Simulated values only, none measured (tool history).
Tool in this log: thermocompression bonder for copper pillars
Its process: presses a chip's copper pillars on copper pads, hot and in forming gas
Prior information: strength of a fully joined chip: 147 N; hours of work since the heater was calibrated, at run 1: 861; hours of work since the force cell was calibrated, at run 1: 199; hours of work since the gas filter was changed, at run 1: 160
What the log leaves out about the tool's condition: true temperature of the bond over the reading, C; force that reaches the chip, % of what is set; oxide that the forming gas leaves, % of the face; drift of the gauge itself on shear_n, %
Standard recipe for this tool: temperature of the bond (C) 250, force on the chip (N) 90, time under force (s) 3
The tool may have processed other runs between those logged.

run	hour	temperature of the bond (C)	force on the chip (N)	time under force (s)	hours of work since the heater was calibrated	hours of work since the force cell was calibrated	hours of work since the gas filter was changed	force that shears a chip off (N)
1	0	250	90	3	861	199	160	77.3
2	60.5	250	90	3	896	234	195	76.9
3	113.2	250	90	3	926	264	225	78
4	175.7	250	90	3	963	301	262	74.5
5	208.1	253	90	3	982	320	281	77.9
# hour 213.2: heater calibrated with a thermocouple chip
6	238.8	253	90	3	15	336	297	75.4
# hour 272.4: forming gas filter changed
7	304.4	253	90	3	53	374	19	82.1
8	367.6	256	87	8	90	411	55	108
9	431.1	239	135	8	126	448	92	109.4
10	475.9	239	70	2	153	474	118	45.4
11	541.6	239	70	2	191	512	157	45.2
# hour 597: heater calibrated with a thermocouple chip, once more
12	603.8	239	70	2	4	547	192	54.1
13	636.8	254	70	6	23	566	211	95.4

Forecast each of these 5 alternatives for the next run:
A	678.4	263	90	3	47	591	235	?
B	678.4	251	89	3	47	591	235	?
C	678.4	250	72	5	47	591	235	?
D	678.4	254	70	3	47	591	235	?
E	678.4	250	90	2	47	591	235	?

run	force that shears a chip off (N)
A	94.9
B	84.1
C	84.9
D	75.7
E	73.2
What these runs would have given with no unlogged condition in the tool:
run	force that shears a chip off (N)
A	103.4
B	91.7
C	92.6
D	82.6
E	80
